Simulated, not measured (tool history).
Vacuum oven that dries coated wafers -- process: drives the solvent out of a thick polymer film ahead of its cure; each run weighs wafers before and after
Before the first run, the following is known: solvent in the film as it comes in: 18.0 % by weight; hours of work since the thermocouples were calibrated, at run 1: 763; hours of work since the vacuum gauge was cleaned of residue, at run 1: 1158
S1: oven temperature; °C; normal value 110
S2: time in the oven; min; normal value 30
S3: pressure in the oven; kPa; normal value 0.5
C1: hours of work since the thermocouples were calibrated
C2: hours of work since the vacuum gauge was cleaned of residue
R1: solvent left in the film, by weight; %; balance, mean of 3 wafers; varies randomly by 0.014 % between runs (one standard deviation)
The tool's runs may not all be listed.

run 1 day=0 | S1=110 S2=30 S3=0.5 | C1=763 C2=1158 | R1=2.88
run 2 day=1.25 | S1=110 S2=30 S3=0.5 | C1=779 C2=1175 | R1=2.91
-- day=2.438 oven's thermocouples calibrated
run 3 day=2.954 | S1=110 S2=30 S3=0.5 | C1=7 C2=1196 | R1=3.2
run 4 day=4.138 | S1=110 S2=30 S3=0.5 | C1=22 C2=1212 | R1=3.2
run 5 day=6.162 | S1=122 S2=30 S3=0.5 | C1=49 C2=1238 | R1=1.3
run 6 day=7.808 | S1=108 S2=30 S3=0.5 | C1=71 C2=1260 | R1=3.6
run 7 day=9.067 | S1=110 S2=30 S3=0.5 | C1=88 C2=1277 | R1=3.2
run 8 day=10.229 | S1=110 S2=30 S3=0.5 | C1=103 C2=1292 | R1=3.17
run 9 day=11.729 | S1=110 S2=30 S3=0.5 | C1=123 C2=1312 | R1=3.2
run 10 day=13.012 | S1=110 S2=29 S3=0.5 | C1=140 C2=1329 | R1=3.35
run 11 day=14.862 | S1=110 S2=29 S3=0.5 | C1=164 C2=1353 | R1=3.33
run 12 day=16.967 | S1=110 S2=29 S3=0.5 | C1=192 C2=1381 | R1=3.32
run 13 day=19.038 | S1=110 S2=29 S3=0.5 | C1=219 C2=1409 | R1=3.32
run 14 day=20.65 | S1=110 S2=29 S3=0.5 | C1=241 C2=1430 | R1=3.32
run 15 day=22.079 | S1=119 S2=30 S3=0.5 | C1=259 C2=1449 | R1=1.64
run 16 day=23.575 | S1=119 S2=30 S3=0.5 | C1=279 C2=1468 | R1=1.66
run 17 day=25.742 | S1=119 S2=30 S3=0.273 | C1=308 C2=1497 | R1=1.57
run 18 day=27.454 | S1=101 S2=53 S3=0.5 | C1=330 C2=1520 | R1=2.46
-- day=27.633 vacuum gauge cleaned of residue and calibrated
run 19 day=29.688 | S1=101 S2=53 S3=0.5 | C1=359 C2=27 | R1=2.58
run 20 day=30.742 | S1=101 S2=22 S3=0.728 | C1=373 C2=41 | R1=6.89
run 21 day=31.762 | S1=100 S2=22 S3=0.728 | C1=386 C2=55 | R1=7.15
run 22 day=33.171 | S1=110 S2=22 S3=1.861 | C1=405 C2=73 | R1=5.25
-- day=33.625 vacuum gauge cleaned of residue and calibrated, once more
run 23 day=35.042 | S1=111 S2=22 S3=1.861 | C1=429 C2=19 | R1=4.78
run 24 day=36.896 | S1=111 S2=22 S3=1.861 | C1=453 C2=43 | R1=4.75
run 25 day=38.025 | S1=111 S2=39 S3=1.899 | C1=468 C2=58 | R1=2.35
run 26 day=39.179 | S1=110 S2=16 S3=0.366 | C1=484 C2=73 | R1=6.11
run 27 day=40.721 | S1=110 S2=16 S3=0.366 | C1=504 C2=94 | R1=6.07
run 28 day=42.117 | S1=114 S2=19 S3=0.5 | C1=522 C2=112 | R1=4.36
run 29 day=44.196 | S1=117 S2=20 S3=1.707 | C1=550 C2=140 | R1=3.86
run 30 day=45.804 | S1=110 S2=35 S3=0.527 | C1=571 C2=161 | R1=2.32
run 31 day=48.067 | S1=119 S2=22 S3=1.43 | C1=601 C2=191 | R1=2.93
run 32 day=49.242 | S1=117 S2=30 S3=0.737 | C1=617 C2=206 | R1=1.83
run 33 day=50.8 | S1=117 S2=30 S3=0.478 | C1=637 C2=227 | R1=1.74

Here are 5 independent what-if runs from the current tool condition. What would each one return?
run A day=53.033 | S1=102 S2=53 S3=0.623 | C1=667 C2=256 | R1=?
run B day=53.033 | S1=117 S2=22 S3=0.38 | C1=667 C2=256 | R1=?
run C day=53.033 | S1=101 S2=30 S3=0.478 | C1=667 C2=256 | R1=?
run D day=53.033 | S1=116 S2=25 S3=0.398 | C1=667 C2=256 | R1=?
run E day=53.033 | S1=110 S2=30 S3=0.473 | C1=667 C2=256 | R1=?

run=A R1=2.07
run=B R1=2.97
run=C R1=4.81
run=D R1=2.59
run=E R1=2.91
Take away the tool's hidden state, keep each run's random variation, and the runs would have read:
run=A R1=2.23
run=B R1=3.17
run=C R1=5.05
run=D R1=2.77
run=E R1=3.11

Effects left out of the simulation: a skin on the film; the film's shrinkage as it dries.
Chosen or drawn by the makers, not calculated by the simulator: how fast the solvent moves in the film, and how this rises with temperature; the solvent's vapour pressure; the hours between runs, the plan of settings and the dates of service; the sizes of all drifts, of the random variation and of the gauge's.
